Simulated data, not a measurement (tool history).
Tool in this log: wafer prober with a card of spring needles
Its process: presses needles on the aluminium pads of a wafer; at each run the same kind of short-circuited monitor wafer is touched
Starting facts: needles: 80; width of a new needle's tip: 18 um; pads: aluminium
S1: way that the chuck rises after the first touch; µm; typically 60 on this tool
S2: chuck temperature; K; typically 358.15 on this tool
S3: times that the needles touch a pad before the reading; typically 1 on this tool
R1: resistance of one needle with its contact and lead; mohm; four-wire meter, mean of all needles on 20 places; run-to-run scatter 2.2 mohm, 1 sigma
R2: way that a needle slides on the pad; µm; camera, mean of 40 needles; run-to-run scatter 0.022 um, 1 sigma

run 1 day=0.000 | S1=60 S2=358.15 S3=1 | R1=241 R2=12.44
-- day=0.492 tips cleaned on abrasive film
run 2 day=0.500 | S1=60 S2=379.15 S3=1 | R1=248 R2=12.47
run 3 day=0.983 | S1=60 S2=358.15 S3=1 | R1=242 R2=12.46
-- day=1.204 tips cleaned on abrasive film
run 4 day=1.404 | S1=60 S2=358.15 S3=1 | R1=242 R2=12.48
-- day=1.442 height of the first contact set anew
run 5 day=1.888 | S1=60 S2=358.15 S3=1 | R1=246 R2=12.53
-- day=1.962 tips cleaned on abrasive film
run 6 day=2.300 | S1=60 S2=358.15 S3=1 | R1=245 R2=12.49
run 7 day=2.617 | S1=68 S2=301.15 S3=1 | R1=225 R2=14.19
-- day=2.683 tips cleaned on abrasive film
run 8 day=3.075 | S1=59 S2=302.15 S3=3 | R1=228 R2=12.33
-- day=3.404 tips cleaned on abrasive film
run 9 day=3.583 | S1=59 S2=302.15 S3=3 | R1=229 R2=12.39
run 10 day=3.896 | S1=65 S2=322.15 S3=1 | R1=236 R2=13.66
-- day=4.142 tips cleaned on abrasive film
run 11 day=4.375 | S1=45 S2=339.15 S3=1 | R1=242 R2=9.47
run 12 day=4.762 | S1=45 S2=339.15 S3=1 | R1=243 R2=9.46

Branching from run 12: 5 alternative next runs. What would each branch give?
-- day=4.867 tips cleaned on abrasive film
run A day=5.154 | S1=46 S2=357.15 S3=1 | R1=? R2=?
-- day=4.867 tips cleaned on abrasive film
run B day=5.154 | S1=60 S2=325.15 S3=1 | R1=? R2=?
-- day=4.867 tips cleaned on abrasive film
run C day=5.154 | S1=45 S2=339.15 S3=1 | R1=? R2=?
-- day=4.867 tips cleaned on abrasive film
run D day=5.154 | S1=42 S2=339.15 S3=1 | R1=? R2=?
-- day=4.867 tips cleaned on abrasive film
run E day=5.154 | S1=60 S2=334.15 S3=1 | R1=? R2=?

run=A R1=249 R2=9.69
run=B R1=235 R2=12.59
run=C R1=244 R2=9.47
run=D R1=243 R2=8.83
run=E R1=237 R2=12.63
Had the tool no hidden state, the same runs would have come out as:
run=A R1=249 R2=9.57
run=B R1=235 R2=12.43
run=C R1=243 R2=9.35
run=D R1=243 R2=8.72
run=E R1=236 R2=12.47
